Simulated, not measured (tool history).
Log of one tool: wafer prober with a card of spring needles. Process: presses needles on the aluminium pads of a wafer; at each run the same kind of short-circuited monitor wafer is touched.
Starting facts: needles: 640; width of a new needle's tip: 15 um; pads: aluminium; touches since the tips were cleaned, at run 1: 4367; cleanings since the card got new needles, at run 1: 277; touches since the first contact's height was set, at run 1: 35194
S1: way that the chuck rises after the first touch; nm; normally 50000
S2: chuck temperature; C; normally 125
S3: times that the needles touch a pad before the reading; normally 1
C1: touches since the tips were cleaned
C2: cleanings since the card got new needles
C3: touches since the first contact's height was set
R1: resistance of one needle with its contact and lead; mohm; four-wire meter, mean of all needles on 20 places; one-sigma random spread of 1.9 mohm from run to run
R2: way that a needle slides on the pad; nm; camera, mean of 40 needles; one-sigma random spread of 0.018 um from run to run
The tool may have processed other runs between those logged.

run,day,S1,S2,S3,C1,C2,C3,R1,R2
1,0,50000,125,1,4367,277,35194,284,12320
# day 0.221: tips cleaned on abrasive film
# day 0.771: tips cleaned on abrasive film
# day 1.321: tips cleaned on abrasive film
# day 1.867: tips cleaned on abrasive film
# day 2.308: tips cleaned on abrasive film
# day 2.854: tips cleaned on abrasive film
2,2.988,50000,125,1,2045,283,81766,279,12190
# day 3.317: tips cleaned on abrasive film
# day 3.867: tips cleaned on abrasive film
# day 4.412: tips cleaned on abrasive film
# day 4.962: tips cleaned on abrasive film
# day 5.404: tips cleaned on abrasive film
# day 5.95: tips cleaned on abrasive film
# day 6.392: tips cleaned on abrasive film
# day 6.938: tips cleaned on abrasive film
# day 7.171: height of the first contact set anew
3,7.296,47000,125,1,5435,291,2010,340,11610
# day 7.408: tips cleaned on abrasive film
# day 7.958: tips cleaned on abrasive film
# day 8.508: tips cleaned on abrasive film
# day 9.054: tips cleaned on abrasive film
4,9.25,47000,119,1,3072,295,32483,323,11590
# day 9.583: tips cleaned on abrasive film
# day 10.129: tips cleaned on abrasive film
# day 10.679: tips cleaned on abrasive film
# day 11.229: tips cleaned on abrasive film
# day 11.775: tips cleaned on abrasive film
# day 12.325: tips cleaned on abrasive film
# day 12.875: tips cleaned on abrasive film
5,12.971,47000,119,1,1545,302,90544,270,11390
# day 13.412: tips cleaned on abrasive film
# day 13.962: tips cleaned on abrasive film
# day 14.4: tips cleaned on abrasive film, once more
# day 14.842: tips cleaned on abrasive film
# day 15.388: tips cleaned on abrasive film
# day 15.938: tips cleaned on abrasive film
# day 16.375: tips cleaned on abrasive film
# day 16.608: height of the first contact set anew
# day 16.938: tips cleaned on abrasive film
6,17.233,47000,119,1,4650,310,9788,338,11620
# day 17.454: tips cleaned on abrasive film
# day 17.896: tips cleaned on abrasive film
# day 18.333: tips cleaned on abrasive film
# day 18.883: tips cleaned on abrasive film
# day 19.433: tips cleaned on abrasive film
# day 19.871: tips cleaned on abrasive film
7,20.083,52000,125,1,3322,316,54212,286,12740
# day 20.412: tips cleaned on abrasive film
# day 20.854: tips cleaned on abrasive film
# day 21.4: tips cleaned on abrasive film
# day 21.95: tips cleaned on abrasive film
# day 22.392: tips cleaned on abrasive film
8,22.583,34000,125,1,3019,321,93195,399,8190
# day 22.912: tips cleaned on abrasive film
# day 23.354: tips cleaned on abrasive film
# day 23.9: tips cleaned on abrasive film
# day 24.45: tips cleaned on abrasive film
# day 24.892: tips cleaned on abrasive film
# day 25.338: tips cleaned on abrasive film
9,25.338,50000,125,1,0,327,136109,219,12020
# day 25.883: tips cleaned on abrasive film
# day 26.004: height of the first contact set anew
# day 26.338: tips cleaned on abrasive film
# day 26.883: tips cleaned on abrasive film
# day 27.433: tips cleaned on abrasive film
# day 27.871: tips cleaned on abrasive film
# day 28.421: tips cleaned on abrasive film
10,28.612,50000,125,1,2983,333,40660,297,12310
# day 28.942: tips cleaned on abrasive film
# day 29.383: tips cleaned on abrasive film
# day 29.821: tips cleaned on abrasive film
# day 30.371: tips cleaned on abrasive film
# day 30.917: tips cleaned on abrasive film
# day 31.467: tips cleaned on abrasive film
11,31.85,50000,26,1,5997,339,91184,346,12160
# day 31.962: tips cleaned on abrasive film
# day 32.508: tips cleaned on abrasive film
# day 33.058: tips cleaned on abrasive film
# day 33.5: tips cleaned on abrasive film
# day 34.046: tips cleaned on abrasive film
# day 34.596: tips cleaned on abrasive film
12,34.971,50000,26,1,5933,345,139932,360,12050
# day 35.088: tips cleaned on abrasive film
# day 35.425: height of the first contact set anew
# day 35.646: tips cleaned on abrasive film
# day 36.196: tips cleaned on abrasive film
# day 36.746: tips cleaned on abrasive film
# day 37.292: tips cleaned on abrasive film
# day 37.842: tips cleaned on abrasive film
13,38.171,40000,30,2,5206,351,42883,346,9810
# day 38.283: tips cleaned on abrasive film
# day 38.833: tips cleaned on abrasive film
# day 39.383: tips cleaned on abrasive film
# day 39.821: tips cleaned on abrasive film
# day 40.371: tips cleaned on abrasive film
# day 40.871: card fitted with new needles
# day 41.308: tips cleaned on abrasive film
# day 41.858: tips cleaned on abrasive film
14,41.967,60000,58,2,1713,2,17126,199,14850
# day 42.3: tips cleaned on abrasive film
# day 42.846: tips cleaned on abrasive film
# day 43.288: tips cleaned on abrasive film
# day 43.833: tips cleaned on abrasive film
# day 44.383: tips cleaned on abrasive film
15,44.783,49000,35,2,6291,7,61094,220,12010
# day 44.896: tips cleaned on abrasive film
# day 45.338: tips cleaned on abrasive film
# day 45.775: tips cleaned on abrasive film
# day 46.325: tips cleaned on abrasive film
# day 46.762: tips cleaned on abrasive film
# day 47.312: tips cleaned on abrasive film
# day 47.862: tips cleaned on abrasive film
# day 48.329: tips cleaned on abrasive film
16,48.329,49000,35,2,0,15,116326,188,11850
# day 48.879: tips cleaned on abrasive film
# day 49.425: tips cleaned on abrasive film
# day 49.975: tips cleaned on abrasive film
# day 50.312: height of the first contact set anew
# day 50.538: tips cleaned on abrasive film
# day 50.975: tips cleaned on abrasive film
# day 51.417: tips cleaned on abrasive film
# day 51.962: tips cleaned on abrasive film
# day 52.496: tips cleaned on abrasive film
17,52.496,50000,68,1,0,23,33979,197,12340
# day 53.042: tips cleaned on abrasive film
# day 53.483: tips cleaned on abrasive film
# day 54.033: tips cleaned on abrasive film
# day 54.579: tips cleaned on abrasive film
# day 55.021: tips cleaned on abrasive film
18,55.125,36000,32,1,1642,28,75010,232,8750
# day 55.562: tips cleaned on abrasive film
# day 56.112: tips cleaned on abrasive film
# day 56.662: tips cleaned on abrasive film
# day 57.208: tips cleaned on abrasive film
# day 57.758: tips cleaned on abrasive film
# day 58.2: tips cleaned on abrasive film
# day 58.671: tips cleaned on abrasive film
19,58.671,63000,123,2,0,35,130346,197,15270
# day 59.221: tips cleaned on abrasive film
# day 59.658: tips cleaned on abrasive film
# day 59.671: height of the first contact set anew
# day 60.221: tips cleaned on abrasive film
20,60.562,34000,27,2,5371,38,13933,257,8410
# day 60.675: tips cleaned on abrasive film
# day 61.225: tips cleaned on abrasive film
# day 61.775: tips cleaned on abrasive film
# day 62.321: tips cleaned on abrasive film
# day 62.808: tips cleaned on abrasive film
21,62.808,50000,125,2,0,43,48900,202,12280
# day 63.354: tips cleaned on abrasive film
# day 63.904: tips cleaned on abrasive film
# day 64.342: tips cleaned on abrasive film
# day 64.892: tips cleaned on abrasive film
# day 65.333: tips cleaned on abrasive film
22,65.621,54000,59,1,4574,48,92862,230,13210
# day 65.846: tips cleaned on abrasive film
# day 66.392: tips cleaned on abrasive film
# day 66.942: tips cleaned on abrasive film
# day 67.383: tips cleaned on abrasive film
# day 67.929: tips cleaned on abrasive film
# day 68.479: tips cleaned on abrasive film
# day 68.917: tips cleaned on abrasive film
# day 69.038: height of the first contact set anew
# day 69.4: tips cleaned on abrasive film
23,69.4,54000,59,1,0,56,5604,190,13400

Consider 3 possible next runs. They are alternatives, not a sequence: every one starts from the tool as it was left by run 23. What does each give?
# day 69.95: tips cleaned on abrasive film
# day 70.388: tips cleaned on abrasive film
# day 70.829: tips cleaned on abrasive film
# day 71.375: tips cleaned on abrasive film
# day 71.925: tips cleaned on abrasive film
# day 72.475: tips cleaned on abrasive film
A,72.596,54000,59,1,1891,62,55446,?,?
# day 69.95: tips cleaned on abrasive film
# day 70.388: tips cleaned on abrasive film
# day 70.829: tips cleaned on abrasive film
# day 71.375: tips cleaned on abrasive film
# day 71.925: tips cleaned on abrasive film
# day 72.475: tips cleaned on abrasive film
B,72.596,50000,69,1,1891,62,55446,?,?
# day 69.95: tips cleaned on abrasive film
# day 70.388: tips cleaned on abrasive film
# day 70.829: tips cleaned on abrasive film
# day 71.375: tips cleaned on abrasive film
# day 71.925: tips cleaned on abrasive film
# day 72.475: tips cleaned on abrasive film
C,72.596,50000,60,1,1891,62,55446,?,?

run,R1,R2
A,217,13230
B,224,12210
C,220,12250
Had the tool no hidden state, the same runs would have come out as:
run,R1,R2
A,187,13370
B,191,12350
C,187,12390
